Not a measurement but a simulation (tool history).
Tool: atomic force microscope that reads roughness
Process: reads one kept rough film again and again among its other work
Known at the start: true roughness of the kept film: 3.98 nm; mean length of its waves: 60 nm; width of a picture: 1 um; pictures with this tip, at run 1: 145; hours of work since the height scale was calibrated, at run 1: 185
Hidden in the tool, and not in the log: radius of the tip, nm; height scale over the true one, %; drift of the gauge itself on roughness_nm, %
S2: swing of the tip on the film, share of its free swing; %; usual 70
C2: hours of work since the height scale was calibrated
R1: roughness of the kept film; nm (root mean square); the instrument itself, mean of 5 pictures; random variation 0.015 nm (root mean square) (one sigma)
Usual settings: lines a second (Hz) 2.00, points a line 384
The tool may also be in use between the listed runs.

{"run": 1, "hour": 0.0, "lines a second (Hz)": 2.0, "S2": 70, "points a line": 384, "pictures with this tip": 145, "C2": 185, "R1": 3.311}
{"run": 2, "hour": 9.4, "lines a second (Hz)": 2.0, "S2": 70, "points a line": 384, "pictures with this tip": 158, "C2": 189, "R1": 3.325}
{"hour": 16.8, "done": "new tip fitted"}
{"run": 3, "hour": 18.2, "lines a second (Hz)": 2.0, "S2": 70, "points a line": 384, "pictures with this tip": 2, "C2": 193, "R1": 3.628}
{"run": 4, "hour": 26.4, "lines a second (Hz)": 2.0, "S2": 64, "points a line": 384, "pictures with this tip": 13, "C2": 197, "R1": 3.682}
{"run": 5, "hour": 37.0, "lines a second (Hz)": 2.0, "S2": 70, "points a line": 384, "pictures with this tip": 26, "C2": 202, "R1": 3.577}
{"run": 6, "hour": 47.4, "lines a second (Hz)": 2.0, "S2": 70, "points a line": 384, "pictures with this tip": 40, "C2": 207, "R1": 3.527}
{"run": 7, "hour": 52.6, "lines a second (Hz)": 2.0, "S2": 70, "points a line": 384, "pictures with this tip": 47, "C2": 210, "R1": 3.536}
{"run": 8, "hour": 58.9, "lines a second (Hz)": 2.0, "S2": 72, "points a line": 384, "pictures with this tip": 55, "C2": 213, "R1": 3.516}
{"run": 9, "hour": 66.5, "lines a second (Hz)": 2.37, "S2": 70, "points a line": 384, "pictures with this tip": 66, "C2": 217, "R1": 3.447}
{"run": 10, "hour": 76.7, "lines a second (Hz)": 2.0, "S2": 70, "points a line": 414, "pictures with this tip": 79, "C2": 221, "R1": 3.494}
{"run": 11, "hour": 84.9, "lines a second (Hz)": 2.0, "S2": 80, "points a line": 384, "pictures with this tip": 90, "C2": 225, "R1": 3.361}
{"run": 12, "hour": 92.1, "lines a second (Hz)": 1.17, "S2": 80, "points a line": 384, "pictures with this tip": 99, "C2": 229, "R1": 3.473}
{"run": 13, "hour": 100.4, "lines a second (Hz)": 1.17, "S2": 80, "points a line": 384, "pictures with this tip": 110, "C2": 233, "R1": 3.421}
{"run": 14, "hour": 111.8, "lines a second (Hz)": 3.37, "S2": 70, "points a line": 384, "pictures with this tip": 125, "C2": 238, "R1": 3.271}
{"run": 15, "hour": 117.1, "lines a second (Hz)": 3.37, "S2": 70, "points a line": 384, "pictures with this tip": 133, "C2": 241, "R1": 3.286}
{"hour": 119.0, "done": "height scale calibrated on a step standard"}
{"run": 16, "hour": 127.2, "lines a second (Hz)": 2.0, "S2": 56, "points a line": 713, "pictures with this tip": 144, "C2": 4, "R1": 3.472}
{"run": 17, "hour": 136.9, "lines a second (Hz)": 2.0, "S2": 56, "points a line": 713, "pictures with this tip": 157, "C2": 9, "R1": 3.445}
{"hour": 145.1, "done": "new tip fitted"}
{"run": 18, "hour": 145.8, "lines a second (Hz)": 1.27, "S2": 57, "points a line": 474, "pictures with this tip": 1, "C2": 13, "R1": 3.79}
{"run": 19, "hour": 152.3, "lines a second (Hz)": 2.35, "S2": 57, "points a line": 445, "pictures with this tip": 10, "C2": 16, "R1": 3.709}
{"hour": 156.6, "done": "height scale calibrated on a step standard, once more"}
{"run": 20, "hour": 159.8, "lines a second (Hz)": 2.35, "S2": 57, "points a line": 445, "pictures with this tip": 19, "C2": 2, "R1": 3.71}
{"run": 21, "hour": 166.2, "lines a second (Hz)": 2.0, "S2": 70, "points a line": 743, "pictures with this tip": 27, "C2": 5, "R1": 3.601}
{"run": 22, "hour": 171.7, "lines a second (Hz)": 0.64, "S2": 75, "points a line": 300, "pictures with this tip": 34, "C2": 7, "R1": 3.68}
{"run": 23, "hour": 179.2, "lines a second (Hz)": 0.73, "S2": 73, "points a line": 996, "pictures with this tip": 44, "C2": 11, "R1": 3.689}
{"run": 24, "hour": 184.8, "lines a second (Hz)": 0.73, "S2": 73, "points a line": 996, "pictures with this tip": 52, "C2": 13, "R1": 3.661}

Some steps in R1 between neighbouring runs. How much of each would the tool show without its hidden state too (settings, what came in, random variation), and how much is left for the hidden state, with any gauge scatter that isn't in both results?
Run 2 -> 3: new tip fitted. R1 +0.303 nm (root mean square): hidden state +0.331, all else -0.028.
Run 17 -> 18: lines a second (Hz) 2.00 -> 1.27, S2 56 -> 57, points a line 713 -> 474, new tip fitted. R1 +0.345 nm (root mean square): hidden state +0.301, all else +0.044.
